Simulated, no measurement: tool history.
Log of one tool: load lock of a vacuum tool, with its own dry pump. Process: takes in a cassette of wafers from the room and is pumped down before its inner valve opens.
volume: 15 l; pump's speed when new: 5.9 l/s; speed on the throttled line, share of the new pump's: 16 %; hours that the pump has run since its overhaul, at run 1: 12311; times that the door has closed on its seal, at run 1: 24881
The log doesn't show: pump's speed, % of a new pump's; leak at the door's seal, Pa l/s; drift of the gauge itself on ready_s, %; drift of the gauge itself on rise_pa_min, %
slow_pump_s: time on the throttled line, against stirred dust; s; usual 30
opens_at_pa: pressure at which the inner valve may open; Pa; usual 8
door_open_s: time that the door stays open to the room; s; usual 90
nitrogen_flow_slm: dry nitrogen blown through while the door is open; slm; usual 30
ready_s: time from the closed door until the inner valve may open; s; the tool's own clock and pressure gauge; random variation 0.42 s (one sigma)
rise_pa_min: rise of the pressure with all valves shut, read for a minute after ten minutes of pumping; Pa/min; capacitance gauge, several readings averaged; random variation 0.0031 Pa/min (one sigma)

| run | hour | slow_pump_s | opens_at_pa | door_open_s | nitrogen_flow_slm | hours that the pump has run since its overhaul | times that the door has closed on its seal | incoming humidity of the room's air, % | ready_s | rise_pa_min |
|---|---|---|---|---|---|---|---|---|---|---|
| 1 | 0 | 30 | 8 | 90 | 30 | 12311 | 24881 | 43.5 | 52.6 | 0.108 |
| 2 | 122.3 | 30 | 8 | 90 | 30 | 12433 | 25274 | 43.4 | 52 | 0.113 |
| 3 | 412 | 30 | 8 | 90 | 30 | 12723 | 26206 | 45.4 | 53.2 | 0.116 |
| 4 | 640.1 | 30 | 8 | 90 | 30 | 12951 | 26939 | 44.8 | 53.5 | 0.12 |
| 5 | 939.2 | 30 | 8 | 90 | 30 | 13250 | 27900 | 44.7 | 52.7 | 0.118 |
| 6 | 1132.6 | 26 | 8 | 90 | 30 | 13443 | 28522 | 41.8 | 49.9 | 0.118 |
| 7 | 1316.8 | 30 | 8 | 90 | 4 | 13627 | 29114 | 42.1 | 53.1 | 0.156 |
| 8 | 1567.6 | 30 | 8 | 90 | 30 | 13878 | 29920 | 46.2 | 52.4 | 0.132 |
| 9 | 1713.4 | 30 | 6 | 90 | 30 | 14024 | 30389 | 44.8 | 53.7 | 0.128 |
| 10 | 1891.1 | 30 | 6 | 90 | 30 | 14202 | 30960 | 45.9 | 54.7 | 0.135 |
| 11 | 2070.5 | 30 | 6 | 90 | 30 | 14381 | 31537 | 45.1 | 53.7 | 0.13 |
| 12 | 2260.9 | 30 | 9 | 93 | 30 | 14572 | 32149 | 41.6 | 53.3 | 0.129 |
| 13 | 2555.4 | 29 | 8 | 90 | 30 | 14866 | 33096 | 45.1 | 53.1 | 0.135 |
| 14 | 2823.9 | 29 | 8 | 90 | 30 | 15134 | 33959 | 44.3 | 53 | 0.135 |
| 15 | 3095.1 | 30 | 7 | 90 | 6 | 15406 | 34830 | 43 | 54.1 | 0.172 |
| 16 | 3363.4 | 42 | 6 | 71 | 40 | 15674 | 35693 | 47.2 | 64.9 | 0.129 |
| 17 | 3584.6 | 42 | 6 | 71 | 40 | 15895 | 36404 | 44 | 64.2 | 0.131 |
| 18 | 3754.3 | 42 | 6 | 71 | 40 | 16065 | 36949 | 47.1 | 65 | 0.14 |
| 19 | 4001.8 | 30 | 11 | 32 | 30 | 16312 | 37745 | 44.7 | 52.4 | 0.123 |
| 20 | 4204.2 | 51 | 8 | 90 | 30 | 16515 | 38395 | 44.5 | 71.5 | 0.159 |
| 21 | 4433 | 30 | 8 | 65 | 9 | 16744 | 39131 | 44.6 | 53.8 | 0.169 |
| 22 | 4659.3 | 26 | 9 | 83 | 11 | 16970 | 39858 | 41.4 | 50 | 0.174 |

4 ways to go on from here, each from the tool as it stands after run 22. What would each give?
| A | 4871.2 | 30 | 8 | 145 | 30 | 17182 | 40540 | 44.9 | ? | ? |
| B | 4871.2 | 34 | 9 | 90 | 30 | 17182 | 40540 | 43.3 | ? | ? |
| C | 4871.2 | 30 | 8 | 163 | 30 | 17182 | 40540 | 46.4 | ? | ? |
| D | 4871.2 | 55 | 9 | 83 | 11 | 17182 | 40540 | 45.7 | ? | ? |

| run | ready_s | rise_pa_min |
|---|---|---|
| A | 54.7 | 0.185 |
| B | 57.3 | 0.158 |
| C | 54.7 | 0.189 |
| D | 74.7 | 0.186 |
Without the tool's hidden state the same runs would have given:
| run | ready_s | rise_pa_min |
|---|---|---|
| A | 49.7 | 0.088 |
| B | 52.6 | 0.06 |
| C | 49.7 | 0.09 |
| D | 70.9 | 0.087 |

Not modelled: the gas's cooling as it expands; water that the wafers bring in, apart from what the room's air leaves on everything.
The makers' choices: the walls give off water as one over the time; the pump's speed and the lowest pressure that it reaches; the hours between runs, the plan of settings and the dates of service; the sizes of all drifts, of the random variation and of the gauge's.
